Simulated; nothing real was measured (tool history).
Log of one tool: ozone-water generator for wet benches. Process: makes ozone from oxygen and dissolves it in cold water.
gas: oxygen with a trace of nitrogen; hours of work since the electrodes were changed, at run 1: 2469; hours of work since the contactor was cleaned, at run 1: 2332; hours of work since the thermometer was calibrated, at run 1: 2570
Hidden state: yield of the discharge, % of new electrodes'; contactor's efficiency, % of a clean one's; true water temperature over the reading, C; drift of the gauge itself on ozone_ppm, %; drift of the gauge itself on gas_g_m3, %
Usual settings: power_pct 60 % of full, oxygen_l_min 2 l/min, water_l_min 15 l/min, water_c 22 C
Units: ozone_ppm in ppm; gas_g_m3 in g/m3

run    hour  power_pct  oxygen_l_min  water_l_min  water_c  hours of work since the electrodes were changed  hours of work since the contactor was cleaned  hours of work since the thermometer was calibrated  ozone_ppm  gas_g_m3
  1       0         60             2           15       22                                             2469                                           2332                                                2570        6.2     115.4
  2    77.6         60             2           15       22                                             2537                                           2400                                                2638        6.3     116.8
  3   163.5         60             2           15       22                                             2613                                           2476                                                2713        6.3     116.6
  4   247.8         87             2           15       22                                             2687                                           2550                                                2787        8.5     158.6
  5   295.4         87             2           15       22                                             2728                                           2591                                                2829        8.5     159.9
  6   376.2         87             2           15       22                                             2799                                           2662                                                2900        8.5     159.6
  7   415.1         87             2           15       22                                             2833                                           2696                                                2934        8.4     158.8
  8   496.5         87             2           15       22                                             2905                                           2768                                                3005        8.4     157.9
  9   547.5         81             2           15       22                                             2949                                           2812                                                3050        7.7     149.3
 10   593.7         60             2           15       22                                             2990                                           2853                                                3091        6.2     115.4
 11   647.7         60             2           15       22                                             3037                                           2900                                                3138        6.1     116.3
 12   715.3         60             2           15       22                                             3096                                           2959                                                3197        6.2     115.2
 13   785.6         60             2           15       22                                             3158                                           3021                                                3259          6     115.7
 14   856.1         60             2           15       19                                             3220                                           3083                                                3321        6.3     116.8
 15   926.4         60             2           15       19                                             3281                                           3145                                                3382        6.3     115.4
        954  -- water thermometer calibrated
 16   969.3         60             2           15       19                                             3319                                           3182                                                  13        6.3     114.5
 17  1047.7         79          1.86           15       22                                             3387                                           3250                                                  82        7.7     151.3
 18  1132.9         92          2.73           13       25                                             3462                                           3325                                                 157        9.8     139.3

Forecast run 19:
 19  1181.9         92          2.73           13       25                                             3505                                           3368                                                 200          ?         ?

ozone_ppm: 9.8 ppm
gas_g_m3: 137.9 g/m3
Without the tool's hidden state the same run would have given ozone_ppm 11.2 ppm, gas_g_m3 155 g/m3.
